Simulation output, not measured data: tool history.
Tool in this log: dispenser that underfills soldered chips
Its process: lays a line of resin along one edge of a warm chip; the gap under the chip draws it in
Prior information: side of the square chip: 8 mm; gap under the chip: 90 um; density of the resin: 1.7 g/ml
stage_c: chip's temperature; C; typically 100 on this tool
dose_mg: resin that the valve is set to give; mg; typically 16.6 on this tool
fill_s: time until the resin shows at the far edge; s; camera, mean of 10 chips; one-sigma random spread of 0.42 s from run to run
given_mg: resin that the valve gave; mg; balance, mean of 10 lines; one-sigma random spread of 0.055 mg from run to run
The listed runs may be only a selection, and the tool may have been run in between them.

run 1 hour=0 | stage_c=100 dose_mg=16.6 | fill_s=29 given_mg=15.23
run 2 hour=5.2 | stage_c=100 dose_mg=16.6 | fill_s=33.9 given_mg=16.57
run 3 hour=9.3 | stage_c=91 dose_mg=16.6 | fill_s=50 given_mg=16.53
run 4 hour=13.2 | stage_c=91 dose_mg=16.6 | fill_s=40 given_mg=16.44
run 5 hour=19 | stage_c=91 dose_mg=16.6 | fill_s=47.2 given_mg=16.53
run 6 hour=24.4 | stage_c=91 dose_mg=16.6 | fill_s=42.2 given_mg=16.33
run 7 hour=27.7 | stage_c=91 dose_mg=16.6 | fill_s=46.9 given_mg=16.34
run 8 hour=33.2 | stage_c=100 dose_mg=16.6 | fill_s=31.4 given_mg=16.19
run 9 hour=36 | stage_c=100 dose_mg=16.6 | fill_s=34.8 given_mg=16.33
run 10 hour=40.5 | stage_c=100 dose_mg=15.8 | fill_s=30 given_mg=15.45
run 11 hour=45.3 | stage_c=100 dose_mg=17.8 | fill_s=35.3 given_mg=17.29
run 12 hour=50.9 | stage_c=100 dose_mg=16.6 | fill_s=29.7 given_mg=16.2
run 13 hour=54.4 | stage_c=100 dose_mg=16.6 | fill_s=33.4 given_mg=16.11
run 14 hour=57.5 | stage_c=100 dose_mg=16.6 | fill_s=37.1 given_mg=16.12
run 15 hour=62.1 | stage_c=100 dose_mg=16.6 | fill_s=30.6 given_mg=16.04
run 16 hour=68.3 | stage_c=100 dose_mg=16.6 | fill_s=39.5 given_mg=15.97
run 17 hour=75.6 | stage_c=100 dose_mg=16.6 | fill_s=33.9 given_mg=15.96
run 18 hour=78.5 | stage_c=100 dose_mg=17.7 | fill_s=38.3 given_mg=17.01
run 19 hour=82.2 | stage_c=87 dose_mg=20.6 | fill_s=43.6 given_mg=19.74
run 20 hour=86.2 | stage_c=102 dose_mg=16.6 | fill_s=34.6 given_mg=15.86
run 21 hour=90.5 | stage_c=102 dose_mg=16.7 | fill_s=27 given_mg=15.83
run 22 hour=96.9 | stage_c=103 dose_mg=14.1 | fill_s=36.2 given_mg=13.29
run 23 hour=101.1 | stage_c=88 dose_mg=14.8 | fill_s=41 given_mg=13.95
run 24 hour=107.3 | stage_c=97 dose_mg=17.7 | fill_s=40.5 given_mg=16.63
run 25 hour=111.7 | stage_c=114 dose_mg=16.8 | fill_s=21.2 given_mg=15.83
run 26 hour=118.1 | stage_c=91 dose_mg=18.2 | fill_s=48.2 given_mg=17
run 27 hour=122.5 | stage_c=108 dose_mg=17.4 | fill_s=25.6 given_mg=16.24
run 28 hour=126.6 | stage_c=103 dose_mg=20 | fill_s=35.1 given_mg=18.68
run 29 hour=131.8 | stage_c=103 dose_mg=21.6 | fill_s=29 given_mg=20.12
run 30 hour=135 | stage_c=93 dose_mg=21.3 | fill_s=42.7 given_mg=19.72
run 31 hour=140.6 | stage_c=93 dose_mg=21.3 | fill_s=34.8 given_mg=19.71
run 32 hour=148 | stage_c=107 dose_mg=18.4 | fill_s=31.2 given_mg=18.37
run 33 hour=153.6 | stage_c=115 dose_mg=14.7 | fill_s=23.1 given_mg=14.64
run 34 hour=156.9 | stage_c=104 dose_mg=15.2 | fill_s=34.5 given_mg=15.15
run 35 hour=163.3 | stage_c=112 dose_mg=15.4 | fill_s=24.4 given_mg=15.24
run 36 hour=166.9 | stage_c=112 dose_mg=15.4 | fill_s=28.5 given_mg=15.2

Between the runs listed above, the log contained 18 entries, not reproduced here. Where in the sequence does each belong, and how does what the log doesn't record of the tool's condition differ from the listed run before to the listed run after?
Logged between run 1 and run 2: dispensing valve cleaned and set on the balance (hour 3.5)
  resin's viscosity, % of fresh resin's: 101.1 -> 118.4; dose that the valve gives, % of what is set: 92.26 -> 99.64; true chip temperature over the reading, C: 0.63 -> 0.64
  measured minus no-state result, fill_s: +0.1 -> +4.8 s; given_mg: -1.28 -> -0.06 mg
Logged between run 3 and run 4: new syringe of resin (hour 10.8)
  resin's viscosity, % of fresh resin's: 138.5 -> 108.7; dose that the valve gives, % of what is set: 99.41 -> 99.21; true chip temperature over the reading, C: 0.65 -> 0.66
  measured minus no-state result, fill_s: +13.4 -> +2.6 s; given_mg: -0.1 -> -0.13 mg
Logged between run 5 and run 6: new syringe of resin (hour 20.6)
  resin's viscosity, % of fresh resin's: 135.7 -> 115; dose that the valve gives, % of what is set: 98.87 -> 98.57; true chip temperature over the reading, C: 0.68 -> 0.7
  measured minus no-state result, fill_s: +12 -> +4.8 s; given_mg: -0.19 -> -0.24 mg
Logged between run 7 and run 8: new syringe of resin (hour 30.5)
  resin's viscosity, % of fresh resin's: 130.3 -> 111.4; dose that the valve gives, % of what is set: 98.4 -> 98.1; true chip temperature over the reading, C: 0.71 -> 0.73
  measured minus no-state result, fill_s: +10.3 -> +2.7 s; given_mg: -0.27 -> -0.32 mg
Logged between run 9 and run 10: new syringe of resin (hour 40.2)
  resin's viscosity, % of fresh resin's: 123.9 -> 104.1; dose that the valve gives, % of what is set: 97.95 -> 97.71; true chip temperature over the reading, C: 0.74 -> 0.75
  measured minus no-state result, fill_s: +6.2 -> +0.8 s; given_mg: -0.34 -> -0.36 mg
Logged between run 11 and run 12: new syringe of resin (hour 50.1)
  resin's viscosity, % of fresh resin's: 124.8 -> 102.2; dose that the valve gives, % of what is set: 97.44 -> 97.15; true chip temperature over the reading, C: 0.76 -> 0.78
  measured minus no-state result, fill_s: +6.6 -> +0.2 s; given_mg: -0.46 -> -0.47 mg
Logged between run 14 and run 15: new syringe of resin (hour 59.9)
  resin's viscosity, % of fresh resin's: 131.1 -> 108.8; dose that the valve gives, % of what is set: 96.77 -> 96.55; true chip temperature over the reading, C: 0.8 -> 0.81
  measured minus no-state result, fill_s: +8.3 -> +2 s; given_mg: -0.54 -> -0.57 mg
Logged between run 16 and run 17: new syringe of resin (hour 69.9)
  resin's viscosity, % of fresh resin's: 137.5 -> 121.2; dose that the valve gives, % of what is set: 96.2 -> 95.81; true chip temperature over the reading, C: 0.84 -> 0.86
  measured minus no-state result, fill_s: +10.4 -> +5.5 s; given_mg: -0.63 -> -0.69 mg
Logged between run 18 and run 19: new syringe of resin (hour 79.7)
  resin's viscosity, % of fresh resin's: 135.3 -> 110.4; dose that the valve gives, % of what is set: 95.64 -> 95.45; true chip temperature over the reading, C: 0.87 -> 0.88
  measured minus no-state result, fill_s: +9.5 -> +3.2 s; given_mg: -0.78 -> -0.94 mg
Logged between run 20 and run 21: new syringe of resin (hour 89.5)
  resin's viscosity, % of fresh resin's: 128.6 -> 102.6; dose that the valve gives, % of what is set: 95.21 -> 94.98; true chip temperature over the reading, C: 0.89 -> 0.9
  measured minus no-state result, fill_s: +7.1 -> +0.2 s; given_mg: -0.8 -> -0.84 mg
Logged between run 22 and run 23: new syringe of resin (hour 99.6)
  resin's viscosity, % of fresh resin's: 131 -> 103.9; dose that the valve gives, % of what is set: 94.63 -> 94.4; true chip temperature over the reading, C: 0.92 -> 0.94
  measured minus no-state result, fill_s: +8.3 -> +1 s; given_mg: -0.76 -> -0.83 mg
Logged between run 24 and run 25: new syringe of resin (hour 109.8)
  resin's viscosity, % of fresh resin's: 131.3 -> 106.3; dose that the valve gives, % of what is set: 94.07 -> 93.87; true chip temperature over the reading, C: 0.96 -> 0.97
  measured minus no-state result, fill_s: +9.2 -> +0.9 s; given_mg: -1.05 -> -1.04 mg
Logged between run 26 and run 27: new syringe of resin (hour 119.6)
  resin's viscosity, % of fresh resin's: 135 -> 113.2; dose that the valve gives, % of what is set: 93.48 -> 93.25; true chip temperature over the reading, C: 0.99 -> 1
  measured minus no-state result, fill_s: +11.8 -> +2.6 s; given_mg: -1.19 -> -1.17 mg
Logged between run 28 and run 29: new syringe of resin (hour 129.7)
  resin's viscosity, % of fresh resin's: 132.1 -> 110.6; dose that the valve gives, % of what is set: 93.01 -> 92.74; true chip temperature over the reading, C: 1.02 -> 1.03
  measured minus no-state result, fill_s: +7.8 -> +2.1 s; given_mg: -1.4 -> -1.57 mg
Logged between run 30 and run 31: new syringe of resin (hour 139.4)
  resin's viscosity, % of fresh resin's: 125 -> 104.1; dose that the valve gives, % of what is set: 92.56 -> 92.27; true chip temperature over the reading, C: 1.04 -> 1.06
  measured minus no-state result, fill_s: +7.7 -> +0.5 s; given_mg: -1.59 -> -1.65 mg
Logged between run 31 and run 32: dispensing valve cleaned and set on the balance (hour 145.2)
  resin's viscosity, % of fresh resin's: 104.1 -> 132.2; dose that the valve gives, % of what is set: 92.27 -> 99.73; true chip temperature over the reading, C: 1.06 -> 1.08
  measured minus no-state result, fill_s: +0.5 -> +7 s; given_mg: -1.65 -> -0.05 mg
Logged between run 32 and run 33: new syringe of resin (hour 150.4)
  resin's viscosity, % of fresh resin's: 132.2 -> 115.1; dose that the valve gives, % of what is set: 99.73 -> 99.42; true chip temperature over the reading, C: 1.08 -> 1.1
  measured minus no-state result, fill_s: +7 -> +2.5 s; given_mg: -0.05 -> -0.09 mg
Logged between run 34 and run 35: new syringe of resin (hour 160.2)
  resin's viscosity, % of fresh resin's: 130.6 -> 113.4; dose that the valve gives, % of what is set: 99.25 -> 98.9; true chip temperature over the reading, C: 1.11 -> 1.12
  measured minus no-state result, fill_s: +7.3 -> +2.4 s; given_mg: -0.12 -> -0.17 mg
